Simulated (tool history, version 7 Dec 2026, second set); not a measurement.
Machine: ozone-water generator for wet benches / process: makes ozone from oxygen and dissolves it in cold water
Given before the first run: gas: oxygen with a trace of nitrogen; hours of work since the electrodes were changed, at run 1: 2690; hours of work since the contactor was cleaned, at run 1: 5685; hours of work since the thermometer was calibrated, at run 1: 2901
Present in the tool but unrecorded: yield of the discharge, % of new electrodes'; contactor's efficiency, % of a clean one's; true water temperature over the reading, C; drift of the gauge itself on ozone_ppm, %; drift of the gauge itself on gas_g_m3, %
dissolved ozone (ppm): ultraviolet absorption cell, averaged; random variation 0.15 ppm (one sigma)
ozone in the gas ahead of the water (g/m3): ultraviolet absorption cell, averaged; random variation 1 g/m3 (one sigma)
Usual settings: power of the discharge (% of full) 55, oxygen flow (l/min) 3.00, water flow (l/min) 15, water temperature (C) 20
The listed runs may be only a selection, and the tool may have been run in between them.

run,hour,power of the discharge (% of full),oxygen flow (l/min),water flow (l/min),water temperature (C),hours of work since the electrodes were changed,hours of work since the contactor was cleaned,hours of work since the thermometer was calibrated,dissolved ozone (ppm),ozone in the gas ahead of the water (g/m3)
1,0.0,55,3.00,15,20,2690,5685,2901,18.7,179.1
2,138.6,55,3.00,15,20,2786,5782,2998,18.5,179.8
3,244.7,55,2.91,15,20,2860,5856,3072,18.4,180.9
4,435.1,55,2.91,22,20,2993,5989,3205,13.7,181.0
5,594.5,55,3.00,15,20,3104,6100,3316,18.5,179.2
6,782.2,55,3.00,15,20,3235,6231,3447,18.3,180.2
7,959.1,67,3.00,15,20,3359,6354,3570,21.9,205.3
8,1124.9,67,3.00,15,20,3475,6470,3686,21.6,206.6
9,1266.8,55,3.00,15,20,3574,6569,3785,18.6,177.0
10,1446.4,55,3.00,15,20,3699,6694,3911,18.4,176.9
11,1666.3,55,3.00,15,20,3852,6848,4064,18.7,177.4
12,1819.9,55,3.00,15,20,3960,6955,4171,18.6,177.0
13,2014.2,54,3.00,12,18,4095,7091,4307,21.9,170.4
# hour 2153.8: gauge calibrated
14,2197.6,79,2.20,23,15,4223,7219,4435,17.2,283.6
15,2350.7,51,2.20,23,15,4330,7325,4542,12.1,199.2
16,2560.4,51,2.20,23,15,4476,7472,4688,12.2,197.6
17,2689.5,64,2.22,12,20,4566,7562,4778,23.9,235.9
18,2813.9,67,4.82,20,20,4653,7649,4865,18.4,164.6
19,2972.5,43,3.53,18,13,4764,7759,4975,14.8,135.2
20,3144.4,54,4.27,10,17,4884,7879,5095,24.9,145.6
21,3342.0,54,4.27,10,17,5022,8017,5233,24.7,146.2

4 options for the next run, each taken on its own from the tool as it stands now. Forecast them:
# hour 3541.0: contactor cleaned
A,3541.0,61,4.27,10,26,5158,0,5369,?,?
# hour 3541.0: contactor cleaned
B,3541.0,55,3.55,15,20,5158,0,5369,?,?
# hour 3541.0: contactor cleaned
C,3541.0,61,4.27,10,13,5158,0,5369,?,?
# hour 3541.0: contactor cleaned
D,3541.0,54,4.21,15,17,5158,0,5369,?,?

run,dissolved ozone (ppm),ozone in the gas ahead of the water (g/m3)
A,22.8,160.0
B,18.8,160.9
C,29.4,159.6
D,19.4,147.0
Without the tool's hidden state the same runs would have given:
run,dissolved ozone (ppm),ozone in the gas ahead of the water (g/m3)
A,22.9,163.2
B,18.8,164.1
C,29.4,162.8
D,19.4,149.9
